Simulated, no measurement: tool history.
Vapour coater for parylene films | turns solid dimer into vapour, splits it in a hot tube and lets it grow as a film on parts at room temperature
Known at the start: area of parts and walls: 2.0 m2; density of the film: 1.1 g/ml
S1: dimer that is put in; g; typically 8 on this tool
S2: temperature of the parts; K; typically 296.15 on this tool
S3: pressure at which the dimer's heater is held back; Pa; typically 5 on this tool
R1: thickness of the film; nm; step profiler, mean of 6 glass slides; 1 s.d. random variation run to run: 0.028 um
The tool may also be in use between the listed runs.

{"run": 1, "day": 0.0, "S1": 8, "S2": 296.15, "S3": 5, "R1": 2320}
{"run": 2, "day": 1.258, "S1": 8, "S2": 296.15, "S3": 5, "R1": 2340}
{"run": 3, "day": 2.342, "S1": 8, "S2": 296.15, "S3": 5, "R1": 2320}
{"run": 4, "day": 3.492, "S1": 8, "S2": 296.15, "S3": 5, "R1": 2320}
{"day": 3.725, "done": "trap's valve overhauled"}
{"run": 5, "day": 5.167, "S1": 8, "S2": 296.15, "S3": 5, "R1": 2260}
{"run": 6, "day": 6.521, "S1": 8, "S2": 296.15, "S3": 3.3, "R1": 2340}
{"run": 7, "day": 7.358, "S1": 8, "S2": 296.15, "S3": 3.3, "R1": 2270}
{"run": 8, "day": 8.033, "S1": 4, "S2": 306.15, "S3": 3.07, "R1": 960}
{"day": 9.054, "done": "trap's valve overhauled, once more"}
{"run": 9, "day": 9.054, "S1": 4, "S2": 306.15, "S3": 4.43, "R1": 990}
{"run": 10, "day": 10.029, "S1": 4, "S2": 306.15, "S3": 4.43, "R1": 980}
{"run": 11, "day": 11.521, "S1": 4, "S2": 291.15, "S3": 4.78, "R1": 1280}
{"run": 12, "day": 12.638, "S1": 12, "S2": 292.15, "S3": 2.73, "R1": 4010}
{"run": 13, "day": 13.992, "S1": 12, "S2": 297.15, "S3": 2.12, "R1": 3620}

Below are 3 alternative next runs, each starting from the tool's condition after run 13. Predict each:
{"run": "A", "day": 15.325, "S1": 7, "S2": 296.15, "S3": 6.08, "R1": "?"}
{"run": "B", "day": 15.325, "S1": 6, "S2": 296.15, "S3": 11.59, "R1": "?"}
{"run": "C", "day": 15.325, "S1": 11, "S2": 296.15, "S3": 3.18, "R1": "?"}

run=A R1=2040
run=B R1=1610
run=C R1=3270
Had the tool no hidden state, the same runs would have come out as:
run=A R1=2100
run=B R1=1660
run=C R1=3370
